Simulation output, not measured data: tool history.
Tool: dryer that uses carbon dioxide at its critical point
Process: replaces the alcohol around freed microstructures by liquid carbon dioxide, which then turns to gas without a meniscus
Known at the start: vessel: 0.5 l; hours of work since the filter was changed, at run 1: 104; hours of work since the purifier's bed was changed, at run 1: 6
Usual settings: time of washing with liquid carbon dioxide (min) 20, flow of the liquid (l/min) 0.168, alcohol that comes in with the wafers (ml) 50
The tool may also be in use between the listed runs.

| run | hour | time of washing with liquid carbon dioxide (min) | flow of the liquid (l/min) | alcohol that comes in with the wafers (ml) | hours of work since the filter was changed | hours of work since the purifier's bed was changed | alcohol left in the vessel before it's heated (ppm by volume) |
|---|---|---|---|---|---|---|---|
| 1 | 0 | 20 | 0.168 | 50 | 104 | 6 | 532 |
| 2 | 21 | 20 | 0.168 | 50 | 117 | 18 | 563 |
| 3 | 54.5 | 20 | 0.168 | 50 | 137 | 38 | 577 |
| 4 | 96.9 | 20 | 0.134 | 50 | 162 | 63 | 1746 |
| 5 | 128.9 | 20 | 0.168 | 50 | 181 | 82 | 611 |
| 6 | 160.1 | 20 | 0.168 | 50 | 199 | 101 | 650 |
| 7 | 196.2 | 20 | 0.168 | 50 | 221 | 123 | 667 |
| 8 | 215.8 | 20 | 0.168 | 50 | 233 | 134 | 695 |
| 9 | 248.4 | 20 | 0.168 | 50 | 252 | 154 | 729 |
| 10 | 268.2 | 20 | 0.168 | 40 | 264 | 165 | 604 |
| 11 | 309.9 | 20 | 0.168 | 112 | 288 | 190 | 1651 |
|  | 318.4 | inlet filter changed |
| 12 | 351.4 | 16 | 0.176 | 95 | 20 | 214 | 2122 |

Run 13 comes next. What will it give?
| 13 | 384.1 | 22 | 0.239 | 50 | 39 | 234 | ? |

alcohol left in the vessel before it's heated (ppm by volume): 79
Without the tool's hidden state the same run would have given alcohol left in the vessel before it's heated (ppm by volume) 26.

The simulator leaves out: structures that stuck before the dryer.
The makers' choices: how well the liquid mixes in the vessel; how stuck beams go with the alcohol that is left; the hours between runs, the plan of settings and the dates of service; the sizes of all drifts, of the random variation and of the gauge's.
